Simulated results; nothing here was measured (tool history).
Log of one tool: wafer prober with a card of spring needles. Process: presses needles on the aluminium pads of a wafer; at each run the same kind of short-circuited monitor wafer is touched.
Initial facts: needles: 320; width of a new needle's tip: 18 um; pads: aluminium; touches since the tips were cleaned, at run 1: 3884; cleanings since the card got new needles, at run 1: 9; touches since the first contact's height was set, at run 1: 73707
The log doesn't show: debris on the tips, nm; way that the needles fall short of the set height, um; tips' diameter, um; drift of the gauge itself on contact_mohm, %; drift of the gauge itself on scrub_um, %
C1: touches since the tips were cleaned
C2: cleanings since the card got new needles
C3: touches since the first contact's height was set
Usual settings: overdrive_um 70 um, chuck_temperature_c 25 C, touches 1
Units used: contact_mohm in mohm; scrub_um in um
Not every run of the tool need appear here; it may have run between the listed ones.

run 1 hour=0 | overdrive_um=70 chuck_temperature_c=25 touches=1 | C1=3884 C2=9 C3=73707 | contact_mohm=261 scrub_um=15.67
-- hour=13.1 tips cleaned on abrasive film
-- hour=41.6 tips cleaned on abrasive film
run 2 hour=57.1 | overdrive_um=70 chuck_temperature_c=25 touches=1 | C1=4319 C2=11 C3=89598 | contact_mohm=254 scrub_um=15.65
-- hour=66.7 tips cleaned on abrasive film
-- hour=92.3 tips cleaned on abrasive film
run 3 hour=115.9 | overdrive_um=70 chuck_temperature_c=25 touches=1 | C1=6599 C2=13 C3=105980 | contact_mohm=261 scrub_um=15.64
-- hour=121.4 tips cleaned on abrasive film
-- hour=148.4 tips cleaned on abrasive film
-- hour=174.3 tips cleaned on abrasive film
run 4 hour=182.1 | overdrive_um=70 chuck_temperature_c=25 touches=1 | C1=2189 C2=16 C3=124394 | contact_mohm=263 scrub_um=15.61
-- hour=199.6 tips cleaned on abrasive film
-- hour=229 tips cleaned on abrasive film
-- hour=244.9 height of the first contact set anew
run 5 hour=244.9 | overdrive_um=70 chuck_temperature_c=25 touches=1 | C1=4342 C2=18 C3=0 | contact_mohm=262 scrub_um=15.6
-- hour=257.2 tips cleaned on abrasive film
run 6 hour=276.5 | overdrive_um=70 chuck_temperature_c=25 touches=1 | C1=5394 C2=19 C3=8809 | contact_mohm=259 scrub_um=15.6
-- hour=282.7 tips cleaned on abrasive film
-- hour=312 tips cleaned on abrasive film
run 7 hour=324 | overdrive_um=70 chuck_temperature_c=25 touches=1 | C1=3350 C2=21 C3=22025 | contact_mohm=262 scrub_um=15.56

What will run 8 give?
-- hour=338.8 tips cleaned on abrasive film
-- hour=365.4 tips cleaned on abrasive film
run 8 hour=384.8 | overdrive_um=61 chuck_temperature_c=39 touches=1 | C1=5415 C2=23 C3=38953 | contact_mohm=? scrub_um=?

contact_mohm: 267 mohm
scrub_um: 13.52 um
Take away the tool's hidden state, keep the run-to-run variation as it was, and the same run would have given contact_mohm 266 mohm, scrub_um 13.6 um.
